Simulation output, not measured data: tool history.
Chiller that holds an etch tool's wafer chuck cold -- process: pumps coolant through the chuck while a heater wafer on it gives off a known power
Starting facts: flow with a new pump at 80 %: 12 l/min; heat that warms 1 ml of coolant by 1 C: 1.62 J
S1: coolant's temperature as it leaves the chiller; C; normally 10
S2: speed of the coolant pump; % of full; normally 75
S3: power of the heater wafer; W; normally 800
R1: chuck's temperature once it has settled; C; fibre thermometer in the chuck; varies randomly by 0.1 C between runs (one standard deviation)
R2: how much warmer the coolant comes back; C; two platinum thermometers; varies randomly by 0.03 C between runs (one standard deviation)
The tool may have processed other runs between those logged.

run 1 hour=0 | S1=10 S2=75 S3=800 | R1=17.8 R2=2.73
run 2 hour=24.7 | S1=10 S2=75 S3=800 | R1=17.7 R2=2.73
run 3 hour=48.1 | S1=10 S2=75 S3=800 | R1=17.6 R2=2.73
-- hour=92.9 chiller's thermometer calibrated
run 4 hour=93.8 | S1=10 S2=75 S3=800 | R1=17.4 R2=2.68
run 5 hour=134.7 | S1=10 S2=75 S3=800 | R1=17.6 R2=2.67
run 6 hour=175.5 | S1=16 S2=75 S3=731 | R1=23 R2=2.52
run 7 hour=198.3 | S1=13 S2=71 S3=1123 | R1=23.8 R2=4.1
run 8 hour=244.8 | S1=13 S2=71 S3=1123 | R1=23.9 R2=4.06
run 9 hour=272.3 | S1=13 S2=71 S3=1123 | R1=24.1 R2=4.07
run 10 hour=303.6 | S1=13 S2=71 S3=1123 | R1=24.1 R2=4.1

Branching from run 10: 4 alternative next runs. What would each branch give?
run A hour=327.6 | S1=15 S2=87 S3=630 | R1=? R2=?
run B hour=327.6 | S1=7 S2=99 S3=419 | R1=? R2=?
run C hour=327.6 | S1=10 S2=78 S3=800 | R1=? R2=?
run D hour=327.6 | S1=8 S2=67 S3=1123 | R1=? R2=?

run=A R1=20.3 R2=1.85
run=B R1=10.2 R2=1.08
run=C R1=17.3 R2=2.63
run=D R1=19.5 R2=4.25
Take away the tool's hidden state, keep each run's random variation, and the runs would have read:
run=A R1=19.8 R2=1.78
run=B R1=9.9 R2=1.04
run=C R1=16.6 R2=2.53
run=D R1=18.3 R2=4.08

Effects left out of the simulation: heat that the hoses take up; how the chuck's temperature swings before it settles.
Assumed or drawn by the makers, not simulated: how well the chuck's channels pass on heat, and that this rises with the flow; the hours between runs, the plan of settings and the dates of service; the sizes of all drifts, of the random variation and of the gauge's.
